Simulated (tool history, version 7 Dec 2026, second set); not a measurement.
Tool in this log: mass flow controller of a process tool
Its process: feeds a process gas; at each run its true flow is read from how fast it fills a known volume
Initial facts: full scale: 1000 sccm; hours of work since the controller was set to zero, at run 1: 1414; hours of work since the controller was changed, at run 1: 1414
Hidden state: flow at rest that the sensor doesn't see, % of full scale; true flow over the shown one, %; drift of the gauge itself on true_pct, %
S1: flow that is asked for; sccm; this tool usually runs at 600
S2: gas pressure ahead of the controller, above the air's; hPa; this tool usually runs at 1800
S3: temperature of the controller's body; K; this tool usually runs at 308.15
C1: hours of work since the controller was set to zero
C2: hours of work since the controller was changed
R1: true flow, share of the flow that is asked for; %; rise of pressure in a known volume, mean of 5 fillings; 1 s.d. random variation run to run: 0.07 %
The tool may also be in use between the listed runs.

run    hour   S1    S2      S3    C1    C2     R1
  1       0  600  1800  308.15  1414  1414  98.88
  2    60.7  600  1800  308.15  1446  1446  98.82
  3   131.2  455  1800  308.15  1483  1483  98.52
  4   188.3  600  2090  308.15  1514  1514  98.67
  5   246.6  600  1800  308.15  1544  1544  98.81
  6   315.6  600  1800  299.15  1581  1581  99.12
  7   386.3  600  1800  299.15  1618  1618   99.2
  8     445  600  1800  312.15  1649  1649  98.56
  9   528.7  600  1800  312.15  1694  1694  98.59
 10   612.2  142  1800  312.15  1738  1738  97.38
 11   649.9  348  2530  308.15  1758  1758  97.95
 12   729.8  505  1520  293.15  1800  1800  99.22
 13   796.1  600  2270  307.15  1835  1835  98.57
 14   831.1  600  2270  307.15  1854  1854  98.53
 15   882.5  600  1670  307.15  1881  1881  98.75
 16   944.8  250  2310  304.15  1914  1914  98.12
 17  1018.2  232  2180  313.15  1953  1953  97.53

Alternative continuations, all from the tool just after run 17; predict every row:
  A  1093  194  2390  302.15  1992  1992   ?
  B  1093  951  1800  308.15  1992  1992   ?
  C  1093  194  1800  298.15  1992  1992   ?
  D  1093  239  1800  295.15  1992  1992   ?

run     R1
  A  97.96
  B  99.12
  C  98.15
  D  98.59
Without the tool's unlogged condition, the same runs would have read:
run     R1
  A  98.82
  B  99.54
  C  99.01
  D  99.35

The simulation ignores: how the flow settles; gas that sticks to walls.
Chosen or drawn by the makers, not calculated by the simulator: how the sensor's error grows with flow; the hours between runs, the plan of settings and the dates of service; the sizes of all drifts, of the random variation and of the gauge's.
